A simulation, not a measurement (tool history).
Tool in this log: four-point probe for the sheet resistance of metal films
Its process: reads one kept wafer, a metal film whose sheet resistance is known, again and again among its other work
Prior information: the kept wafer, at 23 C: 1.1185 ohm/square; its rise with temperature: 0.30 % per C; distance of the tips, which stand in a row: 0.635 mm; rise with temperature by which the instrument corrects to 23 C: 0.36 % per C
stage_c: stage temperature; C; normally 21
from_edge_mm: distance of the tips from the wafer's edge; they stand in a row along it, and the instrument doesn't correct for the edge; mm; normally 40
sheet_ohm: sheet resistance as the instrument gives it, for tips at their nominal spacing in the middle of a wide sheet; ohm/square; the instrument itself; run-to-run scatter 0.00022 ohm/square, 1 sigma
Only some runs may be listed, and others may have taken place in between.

| run | hour | stage_c | from_edge_mm | sheet_ohm |
|---|---|---|---|---|
| 1 | 0 | 21 | 40 | 1.119891 |
| 2 | 18.8 | 29 | 40 | 1.115344 |
| 3 | 30.1 | 29 | 40 | 1.115407 |
| 4 | 46.6 | 28 | 40 | 1.11638 |
| 5 | 67.2 | 21 | 40 | 1.120139 |
| 6 | 85.8 | 21 | 40 | 1.120113 |
| 7 | 104.4 | 21 | 40 | 1.120238 |
| 8 | 125 | 21 | 40 | 1.120152 |
| 9 | 139.7 | 21 | 40 | 1.120843 |
| 10 | 163.2 | 21 | 40 | 1.120192 |
| 11 | 181.1 | 21 | 40 | 1.120874 |
| 12 | 192.7 | 21 | 40 | 1.120693 |
| 13 | 215 | 25 | 58 | 1.118871 |
| 14 | 237.1 | 25 | 58 | 1.118981 |
| 15 | 248.2 | 25 | 58 | 1.119289 |
| 16 | 269.7 | 19 | 15 | 1.124077 |
| 17 | 288.6 | 19 | 58 | 1.123188 |
| 18 | 309.9 | 20 | 40 | 1.121469 |
| 19 | 329.7 | 20 | 40 | 1.121582 |
| 20 | 347.2 | 26 | 28 | 1.117905 |
| 21 | 365.8 | 24 | 40 | 1.118864 |
| 22 | 387.1 | 22 | 7 | 1.125371 |
| 23 | 404.9 | 21 | 6 | 1.127557 |
| 24 | 414.6 | 34 | 6 | 1.120153 |

The log once held 2 entries between its listed runs, left out of this copy. Where does each go, and what is different about the tool's unlogged condition between the listed run before it and the listed run after it?
Runs 12 to 13: stage's thermometer calibrated (hour 195.2)
  inner tips' distance over the nominal, %: 0.016 -> 0.025; tips' flats over new ones', %: 9 -> 10; wafer's true temperature over the reading, C: 0.25 -> 0.36
  measured result minus the result with no hidden state, sheet_ohm: +0.001059 -> +0.001502 ohm/square
Runs 17 to 18: stage's thermometer calibrated, once more (hour 304.3)
  inner tips' distance over the nominal, %: 0.054 -> 0.062; wafer's true temperature over the reading, C: 0.37 -> -0.05
  measured result minus the result with no hidden state, sheet_ohm: +0.001943 -> +0.000578 ohm/square
